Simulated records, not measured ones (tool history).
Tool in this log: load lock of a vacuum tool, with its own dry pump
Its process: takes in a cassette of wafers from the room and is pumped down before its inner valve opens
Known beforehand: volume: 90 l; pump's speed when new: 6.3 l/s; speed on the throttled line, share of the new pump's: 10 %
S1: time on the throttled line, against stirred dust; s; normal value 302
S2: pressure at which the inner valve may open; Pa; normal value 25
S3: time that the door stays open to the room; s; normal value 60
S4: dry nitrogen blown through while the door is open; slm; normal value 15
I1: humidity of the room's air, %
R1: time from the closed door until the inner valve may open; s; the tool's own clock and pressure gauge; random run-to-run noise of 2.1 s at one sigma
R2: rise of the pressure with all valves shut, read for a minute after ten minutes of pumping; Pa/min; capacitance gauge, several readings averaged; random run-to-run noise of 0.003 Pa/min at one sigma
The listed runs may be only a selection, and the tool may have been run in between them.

run 1 hour=0 | S1=302 S2=25 S3=60 S4=15 | I1=44.9 | R1=408.7 R2=0.051
run 2 hour=116.9 | S1=302 S2=27 S3=60 S4=15 | I1=43.7 | R1=404.5 R2=0.049
run 3 hour=285.1 | S1=302 S2=25 S3=60 S4=15 | I1=43.4 | R1=409.6 R2=0.058
run 4 hour=416.2 | S1=302 S2=25 S3=60 S4=15 | I1=48.1 | R1=405.6 R2=0.054
run 5 hour=555.3 | S1=302 S2=25 S3=60 S4=15 | I1=47.9 | R1=408.9 R2=0.061
run 6 hour=740 | S1=302 S2=25 S3=60 S4=15 | I1=44.1 | R1=410.5 R2=0.061
run 7 hour=921.8 | S1=302 S2=25 S3=60 S4=15 | I1=43.1 | R1=412 R2=0.063
run 8 hour=1098.7 | S1=480 S2=25 S3=60 S4=15 | I1=43.9 | R1=567.9 R2=0.071
run 9 hour=1350.8 | S1=480 S2=25 S3=60 S4=15 | I1=44.9 | R1=572.7 R2=0.081
run 10 hour=1584.8 | S1=480 S2=25 S3=60 S4=15 | I1=46.2 | R1=564.8 R2=0.083
run 11 hour=1839.1 | S1=156 S2=29 S3=60 S4=15 | I1=40.7 | R1=284.4 R2=0.085
run 12 hour=2057.2 | S1=497 S2=19 S3=84 S4=25 | I1=44.4 | R1=588 R2=0.09
run 13 hour=2275.6 | S1=415 S2=25 S3=26 S4=15 | I1=43.4 | R1=516.8 R2=0.084
run 14 hour=2442.1 | S1=412 S2=25 S3=68 S4=10 | I1=43.3 | R1=510 R2=0.114
run 15 hour=2592 | S1=451 S2=25 S3=60 S4=5 | I1=40.5 | R1=544.1 R2=0.114
run 16 hour=2852.5 | S1=451 S2=25 S3=60 S4=5 | I1=46.4 | R1=550.7 R2=0.125
run 17 hour=2971 | S1=451 S2=25 S3=216 S4=19 | I1=42.5 | R1=547.4 R2=0.157
run 18 hour=3144.5 | S1=597 S2=38 S3=237 S4=6 | I1=44.1 | R1=672.4 R2=0.205
run 19 hour=3262.3 | S1=512 S2=26 S3=60 S4=15 | I1=45.8 | R1=603.2 R2=0.122

Predict each of these 5 candidate next runs independently; none follows another, all start after run 19:
run A hour=3383.3 | S1=302 S2=24 S3=60 S4=15 | I1=42.7 | R1=? R2=?
run B hour=3383.3 | S1=512 S2=20 S3=60 S4=15 | I1=45.7 | R1=? R2=?
run C hour=3383.3 | S1=512 S2=23 S3=60 S4=15 | I1=45.1 | R1=? R2=?
run D hour=3383.3 | S1=364 S2=26 S3=60 S4=15 | I1=46.1 | R1=? R2=?
run E hour=3383.3 | S1=358 S2=25 S3=60 S4=15 | I1=46.5 | R1=? R2=?

run=A R1=419 R2=0.127
run=B R1=602 R2=0.124
run=C R1=599.5 R2=0.131
run=D R1=469.3 R2=0.132
run=E R1=465.1 R2=0.13
What these runs would have given with no unlogged condition in the tool:
run=A R1=391.2 R2=0.032
run=B R1=580 R2=0.031
run=C R1=578.1 R2=0.035
run=D R1=443.9 R2=0.036
run=E R1=439.3 R2=0.036

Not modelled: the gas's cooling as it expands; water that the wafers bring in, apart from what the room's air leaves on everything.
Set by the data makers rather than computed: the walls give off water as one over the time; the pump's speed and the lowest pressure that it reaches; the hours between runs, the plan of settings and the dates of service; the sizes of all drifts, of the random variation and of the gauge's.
